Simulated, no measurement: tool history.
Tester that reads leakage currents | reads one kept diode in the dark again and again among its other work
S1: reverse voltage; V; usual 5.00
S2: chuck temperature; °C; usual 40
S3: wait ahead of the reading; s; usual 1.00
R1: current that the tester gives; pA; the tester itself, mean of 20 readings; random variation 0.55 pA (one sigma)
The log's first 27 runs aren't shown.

run	day	S1	S2	S3	R1
28	130.800	10.07	40	0.35	257.53
29	134.271	10.07	40	0.35	259.51
30	137.542	5.82	53	1.93	568.76
31	140.975	5.00	34	1.00	105.72
32	147.562	5.00	34	1.00	105.68
33	153.262	6.95	40	0.46	211.85
34	160.308	18.72	40	1.00	337.51
35	166.142	18.72	40	1.00	337.37
36	170.004	13.62	37	0.71	224.71
37	174.529	5.00	59	1.00	837.17
38	179.862	5.00	38	2.84	147.38

4 ways to go on from here, each from the tool as it stands after run 38. What would each give?
A	184.379	5.00	37	0.83	?
B	184.379	8.79	40	4.55	?
C	184.379	7.12	38	2.84	?
D	184.379	6.97	40	4.21	?

run	R1
A	136.22
B	228.77
C	173.25
D	203.19
Without the tool's hidden state the same runs would have given:
run	R1
A	140.51
B	235.74
C	178.42
D	209.80
